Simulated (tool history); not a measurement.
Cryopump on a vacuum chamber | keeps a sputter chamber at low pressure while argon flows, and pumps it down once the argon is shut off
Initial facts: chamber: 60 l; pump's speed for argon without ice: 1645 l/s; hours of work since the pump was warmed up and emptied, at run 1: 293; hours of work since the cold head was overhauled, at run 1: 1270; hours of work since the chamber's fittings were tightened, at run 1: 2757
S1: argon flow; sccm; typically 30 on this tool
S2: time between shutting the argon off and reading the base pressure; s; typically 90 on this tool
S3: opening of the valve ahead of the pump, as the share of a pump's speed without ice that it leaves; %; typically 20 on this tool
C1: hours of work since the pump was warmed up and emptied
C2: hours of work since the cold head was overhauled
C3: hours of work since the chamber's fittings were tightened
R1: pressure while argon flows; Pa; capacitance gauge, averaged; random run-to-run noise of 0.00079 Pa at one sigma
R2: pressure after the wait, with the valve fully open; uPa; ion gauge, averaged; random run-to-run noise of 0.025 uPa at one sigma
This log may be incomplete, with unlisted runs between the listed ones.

| run | hour | S1 | S2 | S3 | C1 | C2 | C3 | R1 | R2 |
|---|---|---|---|---|---|---|---|---|---|
| 1 | 0.0 | 30 | 90 | 20 | 293 | 1270 | 2757 | 0.1566 | 2.64 |
| 2 | 88.3 | 30 | 90 | 20 | 354 | 1332 | 2819 | 0.1572 | 2.66 |
| 3 | 171.9 | 52 | 90 | 20 | 412 | 1390 | 2877 | 0.2705 | 2.75 |
| 4 | 221.9 | 30 | 190 | 20 | 447 | 1425 | 2912 | 0.1583 | 2.35 |
| 5 | 296.0 | 30 | 90 | 20 | 499 | 1476 | 2963 | 0.1586 | 2.72 |
| 6 | 358.4 | 30 | 90 | 20 | 542 | 1520 | 3007 | 0.1577 | 2.75 |
| 7 | 415.3 | 30 | 90 | 20 | 582 | 1560 | 3047 | 0.1577 | 2.83 |
| 8 | 492.5 | 30 | 90 | 20 | 636 | 1613 | 3100 | 0.1569 | 2.91 |
| 9 | 536.3 | 30 | 90 | 20 | 666 | 1644 | 3131 | 0.1594 | 3.00 |
| 10 | 596.0 | 30 | 90 | 20 | 708 | 1685 | 3172 | 0.1588 | 2.95 |
| 11 | 648.9 | 30 | 90 | 20 | 745 | 1722 | 3209 | 0.1588 | 3.05 |
| 12 | 724.9 | 30 | 90 | 20 | 797 | 1775 | 3262 | 0.1591 | 3.15 |
| 13 | 772.1 | 30 | 44 | 20 | 830 | 1808 | 3295 | 0.1599 | 3.91 |
| 14 | 817.2 | 30 | 44 | 20 | 862 | 1839 | 3326 | 0.1608 | 3.94 |
| 15 | 875.1 | 30 | 90 | 20 | 902 | 1880 | 3367 | 0.1608 | 3.26 |
|  | 905.0 | pump warmed up, emptied and cooled again |
| 16 | 931.8 | 30 | 90 | 20 | 19 | 1916 | 3403 | 0.1555 | 2.81 |
| 17 | 977.4 | 15 | 90 | 20 | 50 | 1948 | 3435 | 0.0773 | 2.91 |
| 18 | 1047.7 | 15 | 90 | 20 | 99 | 1996 | 3483 | 0.0775 | 2.91 |
| 19 | 1135.0 | 18 | 90 | 39 | 160 | 2057 | 3544 | 0.0477 | 3.02 |
| 20 | 1220.4 | 18 | 90 | 16 | 220 | 2117 | 3604 | 0.1147 | 3.07 |
| 21 | 1272.9 | 18 | 90 | 16 | 256 | 2153 | 3640 | 0.1157 | 3.17 |
|  | 1292.9 | leaking fittings of the chamber tightened, without venting |
| 22 | 1330.3 | 12 | 90 | 36 | 295 | 2192 | 26 | 0.0346 | 1.00 |

The next listed run, before its measurement:
| 23 | 1368.5 | 30 | 34 | 17 | 321 | 2218 | 53 | ? | ? |

{"run 23": {"R1": 0.1826, "R2": 2.19}}
On a tool with no hidden condition, and with the same random variation, this run would have come out at R1 0.1802 Pa, R2 2.13 uPa.
